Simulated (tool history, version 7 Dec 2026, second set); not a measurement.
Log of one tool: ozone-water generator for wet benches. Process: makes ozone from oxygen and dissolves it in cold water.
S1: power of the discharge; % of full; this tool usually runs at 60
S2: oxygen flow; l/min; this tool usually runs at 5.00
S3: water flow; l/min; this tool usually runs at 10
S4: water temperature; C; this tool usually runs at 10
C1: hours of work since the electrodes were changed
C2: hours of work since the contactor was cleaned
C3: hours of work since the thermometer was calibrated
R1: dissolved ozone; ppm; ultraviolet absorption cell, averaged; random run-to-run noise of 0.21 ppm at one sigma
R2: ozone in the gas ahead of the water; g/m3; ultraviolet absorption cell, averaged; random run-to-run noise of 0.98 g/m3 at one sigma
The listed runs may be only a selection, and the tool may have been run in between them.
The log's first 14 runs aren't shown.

run,hour,S1,S2,S3,S4,C1,C2,C3,R1,R2
15,1165.5,60,5.00,13,10,4121,2654,2549,26.4,170.5
16,1233.6,60,5.00,8,10,4181,2713,2609,36.1,170.4
17,1330.6,60,5.00,8,10,4266,2798,2694,35.8,170.3
# hour 1340.3: water thermometer calibrated
18,1405.8,60,5.00,10,5,4331,2864,57,34.2,170.2
19,1487.6,87,3.44,12,17,4403,2935,129,33.0,272.7
20,1591.9,60,8.43,6,10,4494,3027,220,34.5,120.8
21,1684.4,60,8.43,7,10,4575,3108,301,32.3,121.5
22,1784.0,48,4.42,10,6,4662,3195,388,30.7,165.2
23,1885.0,48,4.42,10,6,4750,3283,477,30.1,165.6
24,1966.9,85,6.88,7,9,4822,3355,548,43.8,171.1
25,2029.9,47,2.60,11,5,4877,3410,604,28.8,231.6
26,2087.3,47,2.60,7,6,4927,3460,654,41.7,231.5
27,2135.4,52,3.69,9,6,4970,3502,696,34.8,196.8
28,2219.6,52,4.82,13,16,5043,3576,770,22.4,163.0
29,2294.2,52,8.05,8,16,5109,3641,835,24.8,116.2
# hour 2306.9: contactor cleaned
30,2353.8,52,4.33,8,6,5157,41,884,37.5,174.3
31,2430.5,52,4.33,8,6,5224,108,951,37.1,175.6

Forecast each of these 3 alternatives for the next run:
A,2514.0,52,3.35,8,6,5297,181,1024,?,?
B,2514.0,52,3.38,8,6,5297,181,1024,?,?
C,2514.0,42,5.00,10,6,5297,181,1024,?,?

run,R1,R2
A,38.6,207.4
B,38.9,207.2
C,27.7,142.5
What these runs would have given with no unlogged condition in the tool:
run,R1,R2
A,38.7,202.9
B,38.9,202.7
C,27.8,139.4

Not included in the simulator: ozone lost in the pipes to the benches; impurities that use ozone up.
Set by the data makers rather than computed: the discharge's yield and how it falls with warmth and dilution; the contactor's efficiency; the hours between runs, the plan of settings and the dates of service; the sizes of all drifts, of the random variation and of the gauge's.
